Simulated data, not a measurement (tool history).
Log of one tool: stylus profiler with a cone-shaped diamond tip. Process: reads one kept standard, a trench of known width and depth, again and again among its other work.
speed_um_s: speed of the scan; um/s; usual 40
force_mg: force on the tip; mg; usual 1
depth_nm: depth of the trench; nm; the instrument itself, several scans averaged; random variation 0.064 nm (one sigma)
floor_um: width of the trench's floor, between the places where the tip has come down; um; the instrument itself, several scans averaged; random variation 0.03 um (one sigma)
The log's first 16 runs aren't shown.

{"run": 17, "hour": 203.1, "speed_um_s": 68, "force_mg": 1, "depth_nm": 100.64, "floor_um": 17.5}
{"hour": 205.0, "done": "height scale calibrated on a step standard"}
{"run": 18, "hour": 216.8, "speed_um_s": 57, "force_mg": 1, "depth_nm": 100.7, "floor_um": 17.56}
{"run": 19, "hour": 226.9, "speed_um_s": 57, "force_mg": 1, "depth_nm": 100.62, "floor_um": 17.61}
{"hour": 237.6, "done": "height scale calibrated on a step standard, once more"}
{"run": 20, "hour": 240.1, "speed_um_s": 95, "force_mg": 1, "depth_nm": 100.58, "floor_um": 17.28}
{"run": 21, "hour": 248.4, "speed_um_s": 95, "force_mg": 1, "depth_nm": 100.63, "floor_um": 17.38}
{"run": 22, "hour": 264.2, "speed_um_s": 95, "force_mg": 1, "depth_nm": 100.49, "floor_um": 17.39}
{"run": 23, "hour": 279.2, "speed_um_s": 33, "force_mg": 1, "depth_nm": 100.48, "floor_um": 17.71}
{"run": 24, "hour": 295.6, "speed_um_s": 40, "force_mg": 0.99, "depth_nm": 100.64, "floor_um": 17.71}
{"run": 25, "hour": 314.7, "speed_um_s": 40, "force_mg": 0.99, "depth_nm": 100.55, "floor_um": 17.65}
{"run": 26, "hour": 328.8, "speed_um_s": 40, "force_mg": 0.99, "depth_nm": 100.65, "floor_um": 17.67}
{"run": 27, "hour": 343.0, "speed_um_s": 40, "force_mg": 0.99, "depth_nm": 100.58, "floor_um": 17.62}
{"run": 28, "hour": 361.0, "speed_um_s": 40, "force_mg": 0.99, "depth_nm": 100.44, "floor_um": 17.69}
{"run": 29, "hour": 369.9, "speed_um_s": 26, "force_mg": 0.48, "depth_nm": 100.37, "floor_um": 17.63}
{"run": 30, "hour": 381.4, "speed_um_s": 99, "force_mg": 0.71, "depth_nm": 100.54, "floor_um": 17.15}
{"run": 31, "hour": 398.9, "speed_um_s": 99, "force_mg": 0.71, "depth_nm": 100.51, "floor_um": 17.15}
{"run": 32, "hour": 418.4, "speed_um_s": 15, "force_mg": 1.68, "depth_nm": 100.7, "floor_um": 17.88}
{"run": 33, "hour": 431.5, "speed_um_s": 23, "force_mg": 1, "depth_nm": 100.65, "floor_um": 17.79}
{"run": 34, "hour": 446.1, "speed_um_s": 23, "force_mg": 1, "depth_nm": 100.62, "floor_um": 17.76}
{"run": 35, "hour": 461.6, "speed_um_s": 23, "force_mg": 2.53, "depth_nm": 100.98, "floor_um": 17.86}
{"run": 36, "hour": 473.8, "speed_um_s": 58, "force_mg": 1.11, "depth_nm": 100.58, "floor_um": 17.58}
{"run": 37, "hour": 487.5, "speed_um_s": 58, "force_mg": 1.11, "depth_nm": 100.58, "floor_um": 17.55}
{"run": 38, "hour": 496.1, "speed_um_s": 58, "force_mg": 0.43, "depth_nm": 100.44, "floor_um": 17.3}
{"run": 39, "hour": 511.0, "speed_um_s": 58, "force_mg": 0.43, "depth_nm": 100.51, "floor_um": 17.31}
{"run": 40, "hour": 527.1, "speed_um_s": 12, "force_mg": 0.44, "depth_nm": 100.34, "floor_um": 17.81}
{"run": 41, "hour": 541.3, "speed_um_s": 16, "force_mg": 2.26, "depth_nm": 101, "floor_um": 17.83}

Forecast each of these 4 alternatives for the next run:
{"run": "A", "hour": 549.3, "speed_um_s": 85, "force_mg": 0.48, "depth_nm": "?", "floor_um": "?"}
{"run": "B", "hour": 549.3, "speed_um_s": 86, "force_mg": 2.61, "depth_nm": "?", "floor_um": "?"}
{"run": "C", "hour": 549.3, "speed_um_s": 43, "force_mg": 0.93, "depth_nm": "?", "floor_um": "?"}
{"run": "D", "hour": 549.3, "speed_um_s": 16, "force_mg": 1.73, "depth_nm": "?", "floor_um": "?"}

run=A depth_nm=100.38 floor_um=17.08
run=B depth_nm=100.99 floor_um=17.54
run=C depth_nm=100.59 floor_um=17.57
run=D depth_nm=100.83 floor_um=17.86
Without the tool's hidden state the same runs would have given:
run=A depth_nm=100.24 floor_um=17.17
run=B depth_nm=100.85 floor_um=17.63
run=C depth_nm=100.46 floor_um=17.67
run=D depth_nm=100.7 floor_um=17.96

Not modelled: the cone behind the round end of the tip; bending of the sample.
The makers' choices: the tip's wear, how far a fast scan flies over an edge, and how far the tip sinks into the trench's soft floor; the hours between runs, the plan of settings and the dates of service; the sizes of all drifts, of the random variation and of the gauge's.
